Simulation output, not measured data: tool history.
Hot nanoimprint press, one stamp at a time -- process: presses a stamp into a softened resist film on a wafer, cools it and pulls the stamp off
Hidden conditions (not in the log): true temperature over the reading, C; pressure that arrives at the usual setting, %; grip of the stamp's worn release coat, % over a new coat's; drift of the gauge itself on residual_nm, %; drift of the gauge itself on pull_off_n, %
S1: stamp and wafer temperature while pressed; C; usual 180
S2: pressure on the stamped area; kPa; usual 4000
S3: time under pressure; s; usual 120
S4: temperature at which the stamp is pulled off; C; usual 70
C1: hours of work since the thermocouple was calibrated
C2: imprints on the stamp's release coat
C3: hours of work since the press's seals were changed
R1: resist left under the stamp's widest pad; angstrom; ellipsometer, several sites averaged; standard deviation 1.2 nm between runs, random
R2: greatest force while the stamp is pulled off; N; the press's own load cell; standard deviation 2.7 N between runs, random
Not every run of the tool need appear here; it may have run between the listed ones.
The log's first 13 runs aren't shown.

run	hour	S1	S2	S3	S4	C1	C2	C3	R1	R2
14	465.1	180	3950	120	70	353	1011	377	3286	191
15	501.2	180	3370	120	70	371	1102	395	3505	195
16	527.1	186	2910	112	55	384	1168	408	3268	222
17	561.9	186	2910	234	55	402	1256	426	2417	236
18	605.2	173	2910	226	67	424	1365	448	3564	226
19	635.9	173	2910	226	67	440	1443	463	3595	221
20	663.6	180	4000	120	62	454	1513	477	3332	236
21	684.8	180	4000	120	76	465	1567	488	3322	214
22	718.3	180	4000	120	73	482	1651	505	3363	222
23	738.7	183	4000	120	73	492	1703	516	3089	232
24	780.3	190	4000	98	70	513	1808	537	2783	238

Forecast run 25:
# hour 814.4: stamp cleaned and given a new release coat
25	819.5	173	5390	208	78	530	13	554	?	?

R1: 2967 angstrom
R2: 120 N
Minus the tool's unlogged condition, the same run would have read R1 2700 angstrom, R2 117 N.
